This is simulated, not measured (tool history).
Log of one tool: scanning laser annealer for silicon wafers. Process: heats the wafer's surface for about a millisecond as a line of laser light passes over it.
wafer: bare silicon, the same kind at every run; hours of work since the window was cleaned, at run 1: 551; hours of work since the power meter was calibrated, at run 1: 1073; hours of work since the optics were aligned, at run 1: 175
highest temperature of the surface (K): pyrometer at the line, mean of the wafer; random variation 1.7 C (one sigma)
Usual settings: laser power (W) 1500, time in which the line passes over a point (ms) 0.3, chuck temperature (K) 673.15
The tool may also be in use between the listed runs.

run    hour  laser power (W)  time in which the line passes over a point (ms)  chuck temperature (K)  hours of work since the window was cleaned  hours of work since the power meter was calibrated  hours of work since the optics were aligned  highest temperature of the surface (K)
  1       0             1500                                              0.3                 673.15                                         551                                                1073                                          175                                 1414.15
       43.4  -- window over the wafer cleaned
  2    56.1             1500                                              0.3                 673.15                                           6                                                1099                                          200                                 1444.15
  3    99.3             1500                                            0.354                 673.15                                          26                                                1119                                          220                                 1496.15
  4   148.6             1500                                            0.354                 673.15                                          50                                                1142                                          244                                 1496.15
  5   187.5             1500                                            0.356                 673.15                                          68                                                1160                                          262                                 1494.15
  6   237.3             1500                                              0.3                 710.15                                          91                                                1184                                          285                                 1472.15
  7   294.3             1500                                              0.3                 710.15                                         118                                                1211                                          312                                 1472.15
  8   341.7             1500                                              0.3                 710.15                                         140                                                1233                                          335                                 1471.15
  9   403.4             1500                                              0.3                 710.15                                         169                                                1262                                          364                                 1467.15
 10   431.3             1500                                              0.3                 710.15                                         182                                                1275                                          377                                 1467.15
 11   462.5             1500                                              0.3                 673.15                                         197                                                1290                                          391                                 1429.15
 12   488.4             1500                                              0.3                 673.15                                         209                                                1302                                          404                                 1430.15
 13   540.1             1500                                              0.3                 673.15                                         234                                                1326                                          428                                 1429.15
 14   571.6             1524                                              0.3                 673.15                                         248                                                1341                                          443                                 1442.15
 15   601.8             1500                                            0.276                 643.15                                         263                                                1355                                          457                                 1370.15
      612.2  -- optics aligned, line set to its width
 16   637.4             1500                                            0.276                 643.15                                         277                                                1370                                           12                                 1366.15
 17   680.5             1500                                            0.276                 643.15                                         297                                                1390                                           32                                 1367.15
 18   734.7             1649                                            0.311                 650.15                                         323                                                1415                                           58                                 1484.15
 19     760             1649                                            0.311                 650.15                                         335                                                1427                                           70                                 1484.15
 20   785.8             1500                                            0.261                 649.15                                         347                                                1440                                           82                                 1350.15
        816  -- optics aligned, line set to its width, once more
 21   817.8             1641                                            0.296                 673.15                                         360                                                1452                                            1                                 1493.15
 22   850.3             1641                                            0.296                 673.15                                         375                                                1467                                           16                                 1492.15
 23   884.3             1641                                            0.266                 673.15                                         391                                                1483                                           32                                 1459.15
 24   940.8             1500                                             0.32                 673.15                                         418                                                1510                                           59                                 1445.15
 25   977.5             1491                                              0.3                 677.15                                         435                                                1527                                           76                                 1424.15
 26  1039.4             1491                                              0.3                 677.15                                         464                                                1556                                          105                                 1423.15
 27  1094.9             1500                                            0.327                 642.15                                         490                                                1583                                          131                                 1417.15

Forecast each of these 5 alternatives for the next run:
  A  1132.7             1500                                              0.3                 663.15                                         508                                                1600                                          149                                       ?
  B  1132.7             1500                                              0.3                 711.15                                         508                                                1600                                          149                                       ?
  C  1132.7             1463                                            0.286                 657.15                                         508                                                1600                                          149                                       ?
  D  1132.7             1500                                             0.34                 673.15                                         508                                                1600                                          149                                       ?
  E  1132.7             1620                                            0.327                 643.15                                         508                                                1600                                          149                                       ?

run  highest temperature of the surface (K)
  A                                 1405.15
  B                                 1455.15
  C                                 1369.15
  D                                 1460.15
  E                                 1480.15
Without the tool's hidden state the same runs would have given:
run  highest temperature of the surface (K)
  A                                 1431.15
  B                                 1482.15
  C                                 1395.15
  D                                 1488.15
  E                                 1509.15

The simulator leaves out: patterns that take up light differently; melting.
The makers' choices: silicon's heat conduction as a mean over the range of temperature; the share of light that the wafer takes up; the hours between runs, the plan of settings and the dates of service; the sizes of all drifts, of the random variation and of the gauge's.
